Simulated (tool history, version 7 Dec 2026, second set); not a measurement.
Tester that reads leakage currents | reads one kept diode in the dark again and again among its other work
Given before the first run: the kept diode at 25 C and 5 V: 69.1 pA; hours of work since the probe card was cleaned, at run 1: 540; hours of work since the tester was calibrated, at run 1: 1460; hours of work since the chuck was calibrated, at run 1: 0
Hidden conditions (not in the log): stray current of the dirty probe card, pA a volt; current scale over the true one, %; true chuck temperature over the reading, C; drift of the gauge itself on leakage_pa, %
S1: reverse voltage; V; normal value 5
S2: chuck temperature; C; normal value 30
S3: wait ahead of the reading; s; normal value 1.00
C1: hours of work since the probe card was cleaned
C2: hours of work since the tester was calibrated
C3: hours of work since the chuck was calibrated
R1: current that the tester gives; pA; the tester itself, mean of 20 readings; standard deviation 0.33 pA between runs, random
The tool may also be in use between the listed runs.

{"run": 1, "hour": 0.0, "S1": 5, "S2": 30, "S3": 1.0, "C1": 540, "C2": 1460, "C3": 0, "R1": 109.61}
{"run": 2, "hour": 215.8, "S1": 5, "S2": 30, "S3": 1.0, "C1": 647, "C2": 1567, "C3": 107, "R1": 109.68}
{"run": 3, "hour": 399.5, "S1": 5, "S2": 30, "S3": 1.0, "C1": 739, "C2": 1659, "C3": 199, "R1": 110.69}
{"run": 4, "hour": 544.1, "S1": 5, "S2": 30, "S3": 1.0, "C1": 810, "C2": 1730, "C3": 270, "R1": 109.86}
{"run": 5, "hour": 768.6, "S1": 5, "S2": 30, "S3": 1.89, "C1": 922, "C2": 1842, "C3": 382, "R1": 109.14}
{"run": 6, "hour": 932.6, "S1": 5, "S2": 30, "S3": 1.0, "C1": 1004, "C2": 1923, "C3": 463, "R1": 110.02}
{"run": 7, "hour": 1162.5, "S1": 5, "S2": 30, "S3": 1.0, "C1": 1118, "C2": 2038, "C3": 578, "R1": 110.35}
{"run": 8, "hour": 1268.0, "S1": 5, "S2": 30, "S3": 6.19, "C1": 1170, "C2": 2090, "C3": 630, "R1": 108.8}
{"run": 9, "hour": 1402.1, "S1": 5, "S2": 30, "S3": 6.19, "C1": 1237, "C2": 2157, "C3": 697, "R1": 108.95}
{"run": 10, "hour": 1555.4, "S1": 5, "S2": 30, "S3": 6.19, "C1": 1313, "C2": 2233, "C3": 773, "R1": 109.4}
{"run": 11, "hour": 1653.1, "S1": 5, "S2": 31, "S3": 1.0, "C1": 1362, "C2": 2282, "C3": 821, "R1": 119.82}
{"run": 12, "hour": 1856.6, "S1": 5, "S2": 31, "S3": 1.0, "C1": 1463, "C2": 2383, "C3": 923, "R1": 119.97}

Run 13, settings as shown, results not yet in. Your forecast:
{"run": 13, "hour": 2006.5, "S1": 5, "S2": 31, "S3": 1.0, "C1": 1537, "C2": 2457, "C3": 997, "R1": "?"}

{"run 13": {"R1": 119.79}}
If the tool had no hidden condition, the same run with the same run-to-run variation would have returned R1 116.92 pA.
